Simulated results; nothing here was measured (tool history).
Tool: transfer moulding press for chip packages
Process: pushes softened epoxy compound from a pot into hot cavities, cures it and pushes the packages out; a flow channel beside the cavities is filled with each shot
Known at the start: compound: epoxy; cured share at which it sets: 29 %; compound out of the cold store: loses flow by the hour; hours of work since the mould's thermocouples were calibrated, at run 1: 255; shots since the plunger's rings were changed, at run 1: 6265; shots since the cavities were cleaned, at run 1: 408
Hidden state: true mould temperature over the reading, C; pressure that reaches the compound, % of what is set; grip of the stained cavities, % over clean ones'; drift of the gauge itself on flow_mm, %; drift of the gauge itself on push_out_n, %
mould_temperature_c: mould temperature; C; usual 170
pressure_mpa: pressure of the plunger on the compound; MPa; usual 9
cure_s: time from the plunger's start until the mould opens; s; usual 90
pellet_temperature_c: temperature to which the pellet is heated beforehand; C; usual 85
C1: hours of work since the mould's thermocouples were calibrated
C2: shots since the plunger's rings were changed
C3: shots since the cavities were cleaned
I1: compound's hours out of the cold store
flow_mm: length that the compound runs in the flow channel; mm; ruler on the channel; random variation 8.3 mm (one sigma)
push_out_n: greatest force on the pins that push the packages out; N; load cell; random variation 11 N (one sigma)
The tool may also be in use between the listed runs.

run 1 day=0.000 | mould_temperature_c=170 pressure_mpa=9 cure_s=90 pellet_temperature_c=85 | C1=255 C2=6265 C3=408 | I1=43.3 | flow_mm=829 push_out_n=822
run 2 day=0.179 | mould_temperature_c=170 pressure_mpa=9 cure_s=90 pellet_temperature_c=85 | C1=258 C2=6322 C3=465 | I1=40.1 | flow_mm=822 push_out_n=839
-- day=0.417 cavities cleaned with cleaning compound and waxed
run 3 day=0.429 | mould_temperature_c=170 pressure_mpa=9 cure_s=90 pellet_temperature_c=85 | C1=261 C2=6381 C3=3 | I1=8.3 | flow_mm=919 push_out_n=563
run 4 day=0.700 | mould_temperature_c=170 pressure_mpa=9 cure_s=90 pellet_temperature_c=85 | C1=266 C2=6467 C3=89 | I1=24.8 | flow_mm=867 push_out_n=631
run 5 day=0.904 | mould_temperature_c=170 pressure_mpa=9 cure_s=90 pellet_temperature_c=82 | C1=270 C2=6531 C3=153 | I1=22.8 | flow_mm=882 push_out_n=698
run 6 day=1.208 | mould_temperature_c=170 pressure_mpa=9 cure_s=90 pellet_temperature_c=82 | C1=275 C2=6628 C3=250 | I1=19.1 | flow_mm=874 push_out_n=768
run 7 day=1.479 | mould_temperature_c=170 pressure_mpa=9 cure_s=90 pellet_temperature_c=85 | C1=280 C2=6713 C3=335 | I1=44.1 | flow_mm=832 push_out_n=791
run 8 day=1.658 | mould_temperature_c=170 pressure_mpa=9 cure_s=90 pellet_temperature_c=85 | C1=283 C2=6771 C3=393 | I1=38.4 | flow_mm=840 push_out_n=858
run 9 day=1.925 | mould_temperature_c=170 pressure_mpa=9 cure_s=90 pellet_temperature_c=85 | C1=288 C2=6855 C3=477 | I1=45.6 | flow_mm=822 push_out_n=824
-- day=2.079 plunger's sealing rings changed
-- day=2.233 cavities cleaned with cleaning compound and waxed
run 10 day=2.396 | mould_temperature_c=170 pressure_mpa=9 cure_s=90 pellet_temperature_c=85 | C1=293 C2=80 C3=52 | I1=29.3 | flow_mm=965 push_out_n=585
run 11 day=2.596 | mould_temperature_c=170 pressure_mpa=9 cure_s=90 pellet_temperature_c=85 | C1=297 C2=144 C3=116 | I1=9.6 | flow_mm=1042 push_out_n=648
run 12 day=2.896 | mould_temperature_c=170 pressure_mpa=9 cure_s=90 pellet_temperature_c=85 | C1=302 C2=238 C3=210 | I1=16.5 | flow_mm=976 push_out_n=740
run 13 day=3.217 | mould_temperature_c=170 pressure_mpa=9 cure_s=90 pellet_temperature_c=85 | C1=308 C2=341 C3=313 | I1=21.3 | flow_mm=981 push_out_n=798
-- day=3.317 mould's thermocouples calibrated
run 14 day=3.658 | mould_temperature_c=170 pressure_mpa=9 cure_s=90 pellet_temperature_c=88 | C1=6 C2=454 C3=426 | I1=48.0 | flow_mm=917 push_out_n=804

Run 15 comes next. What will it give?
-- day=4.042 cavities cleaned with cleaning compound and waxed
run 15 day=4.054 | mould_temperature_c=170 pressure_mpa=9 cure_s=90 pellet_temperature_c=88 | C1=12 C2=560 C3=4 | I1=44.8 | flow_mm=? push_out_n=?

Run 15 gave flow_mm 934 mm, push_out_n 543 N.
Without the tool's hidden state the same run would have given flow_mm 937 mm, push_out_n 502 N.

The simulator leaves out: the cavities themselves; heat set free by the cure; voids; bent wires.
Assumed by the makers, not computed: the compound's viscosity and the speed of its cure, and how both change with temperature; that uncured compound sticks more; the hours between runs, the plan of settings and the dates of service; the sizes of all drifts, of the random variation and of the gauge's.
